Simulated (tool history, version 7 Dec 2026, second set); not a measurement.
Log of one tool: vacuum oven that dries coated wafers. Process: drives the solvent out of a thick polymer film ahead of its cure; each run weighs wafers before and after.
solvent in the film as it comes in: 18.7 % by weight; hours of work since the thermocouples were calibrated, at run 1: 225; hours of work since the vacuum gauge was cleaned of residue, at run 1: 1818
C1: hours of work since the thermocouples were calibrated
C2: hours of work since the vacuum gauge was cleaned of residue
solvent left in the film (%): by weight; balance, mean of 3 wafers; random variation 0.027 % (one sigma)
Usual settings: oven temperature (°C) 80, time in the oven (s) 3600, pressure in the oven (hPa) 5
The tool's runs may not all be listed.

run 1 hour=0 | oven_temperature_(°C)=80 time_in_the_oven_(s)=3600 pressure_in_the_oven_(hPa)=5 | C1=225 C2=1818 | solvent_left_in_the_film_(%)=1.47
run 2 hour=46.6 | oven_temperature_(°C)=80 time_in_the_oven_(s)=3600 pressure_in_the_oven_(hPa)=5 | C1=255 C2=1849 | solvent_left_in_the_film_(%)=1.46
run 3 hour=114.8 | oven_temperature_(°C)=80 time_in_the_oven_(s)=3600 pressure_in_the_oven_(hPa)=12.22 | C1=300 C2=1894 | solvent_left_in_the_film_(%)=1.78
run 4 hour=166.1 | oven_temperature_(°C)=80 time_in_the_oven_(s)=3600 pressure_in_the_oven_(hPa)=5 | C1=333 C2=1927 | solvent_left_in_the_film_(%)=1.42
run 5 hour=225.3 | oven_temperature_(°C)=80 time_in_the_oven_(s)=3600 pressure_in_the_oven_(hPa)=4.92 | C1=372 C2=1966 | solvent_left_in_the_film_(%)=1.43
run 6 hour=283.4 | oven_temperature_(°C)=80 time_in_the_oven_(s)=3600 pressure_in_the_oven_(hPa)=4.92 | C1=410 C2=2004 | solvent_left_in_the_film_(%)=1.45
run 7 hour=352.3 | oven_temperature_(°C)=80 time_in_the_oven_(s)=3600 pressure_in_the_oven_(hPa)=4.92 | C1=455 C2=2049 | solvent_left_in_the_film_(%)=1.52
run 8 hour=387.1 | oven_temperature_(°C)=80 time_in_the_oven_(s)=3600 pressure_in_the_oven_(hPa)=4.92 | C1=478 C2=2072 | solvent_left_in_the_film_(%)=1.48
run 9 hour=432.6 | oven_temperature_(°C)=91 time_in_the_oven_(s)=3600 pressure_in_the_oven_(hPa)=3.42 | C1=508 C2=2102 | solvent_left_in_the_film_(%)=0.28
run 10 hour=502.5 | oven_temperature_(°C)=91 time_in_the_oven_(s)=3660 pressure_in_the_oven_(hPa)=3.1 | C1=554 C2=2148 | solvent_left_in_the_film_(%)=0.2
run 11 hour=572.5 | oven_temperature_(°C)=82 time_in_the_oven_(s)=2040 pressure_in_the_oven_(hPa)=5 | C1=600 C2=2194 | solvent_left_in_the_film_(%)=3.21
run 12 hour=627.4 | oven_temperature_(°C)=78 time_in_the_oven_(s)=2040 pressure_in_the_oven_(hPa)=10.02 | C1=636 C2=2230 | solvent_left_in_the_film_(%)=4.75
run 13 hour=687.5 | oven_temperature_(°C)=92 time_in_the_oven_(s)=2400 pressure_in_the_oven_(hPa)=3.93 | C1=675 C2=2269 | solvent_left_in_the_film_(%)=0.56
run 14 hour=753.5 | oven_temperature_(°C)=90 time_in_the_oven_(s)=6180 pressure_in_the_oven_(hPa)=16.11 | C1=718 C2=2312 | solvent_left_in_the_film_(%)=0.57
run 15 hour=808.9 | oven_temperature_(°C)=83 time_in_the_oven_(s)=4080 pressure_in_the_oven_(hPa)=6.21 | C1=755 C2=2349 | solvent_left_in_the_film_(%)=0.78

4 ways to go on from here, each from the tool as it stands after run 15. What would each give?
run A hour=852 | oven_temperature_(°C)=81 time_in_the_oven_(s)=4080 pressure_in_the_oven_(hPa)=6.03 | C1=783 C2=2377 | solvent_left_in_the_film_(%)=?
run B hour=852 | oven_temperature_(°C)=66 time_in_the_oven_(s)=4080 pressure_in_the_oven_(hPa)=9.45 | C1=783 C2=2377 | solvent_left_in_the_film_(%)=?
run C hour=852 | oven_temperature_(°C)=83 time_in_the_oven_(s)=2280 pressure_in_the_oven_(hPa)=17.25 | C1=783 C2=2377 | solvent_left_in_the_film_(%)=?
run D hour=852 | oven_temperature_(°C)=83 time_in_the_oven_(s)=5940 pressure_in_the_oven_(hPa)=14.87 | C1=783 C2=2377 | solvent_left_in_the_film_(%)=?

run=A solvent_left_in_the_film_(%)=1.02
run=B solvent_left_in_the_film_(%)=5.56
run=C solvent_left_in_the_film_(%)=2.84
run=D solvent_left_in_the_film_(%)=0.76
Without the tool's hidden state the same runs would have given:
run=A solvent_left_in_the_film_(%)=1.01
run=B solvent_left_in_the_film_(%)=5.55
run=C solvent_left_in_the_film_(%)=2.83
run=D solvent_left_in_the_film_(%)=0.75
